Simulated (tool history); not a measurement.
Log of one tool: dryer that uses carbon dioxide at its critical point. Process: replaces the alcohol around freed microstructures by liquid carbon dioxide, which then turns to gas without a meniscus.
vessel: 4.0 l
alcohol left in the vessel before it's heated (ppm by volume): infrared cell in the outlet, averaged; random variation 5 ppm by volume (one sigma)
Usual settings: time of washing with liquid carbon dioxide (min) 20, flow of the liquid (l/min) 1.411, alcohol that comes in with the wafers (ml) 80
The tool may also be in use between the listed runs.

run	hour	time of washing with liquid carbon dioxide (min)	flow of the liquid (l/min)	alcohol that comes in with the wafers (ml)	alcohol left in the vessel before it's heated (ppm by volume)
1	0	20	1.411	80	173
2	24.3	20	1.411	80	179
3	38.3	20	1.411	80	177
4	61.9	17	1.411	80	267
# hour 75.6: inlet filter changed
5	89.2	20	1.411	80	180
6	104.4	20	2.04	80	150
7	121.4	20	2.04	80	153
8	141.9	20	1.411	80	190
9	163.1	21	1.411	80	191
10	186.1	21	1.411	80	187
11	201.3	21	1.411	80	193
12	224.3	20	1.38	80	219
13	236.5	19	1.411	80	221
14	256.3	20	1.24	80	266
15	278.1	28	1.411	117	190
16	288.8	30	0.94	22	189
17	313.7	30	1.84	21	183
18	335.9	15	1.43	114	432
19	352.3	20	1.68	80	207
20	378.1	22	0.93	95	492
21	395	16	1.21	44	372
22	407.8	16	1.21	44	365
23	428	27	1.21	24	207
24	445.9	27	0.87	41	279
25	471.5	12	1.411	47	525
26	483.9	12	1.411	47	493
27	503.4	12	1.411	63	631
28	519.1	12	1.411	63	638

Forecast each of these 5 alternatives for the next run:
A	545	12	1.411	38	?
B	545	18	1	74	?
C	545	12	1.411	32	?
D	545	17	1.411	63	?
E	545	12	0.99	63	?

run	alcohol left in the vessel before it's heated (ppm by volume)
A	471
B	632
C	424
D	317
E	1492
Without the tool's hidden state the same runs would have given:
run	alcohol left in the vessel before it's heated (ppm by volume)
A	207
B	341
C	173
D	76
E	1121

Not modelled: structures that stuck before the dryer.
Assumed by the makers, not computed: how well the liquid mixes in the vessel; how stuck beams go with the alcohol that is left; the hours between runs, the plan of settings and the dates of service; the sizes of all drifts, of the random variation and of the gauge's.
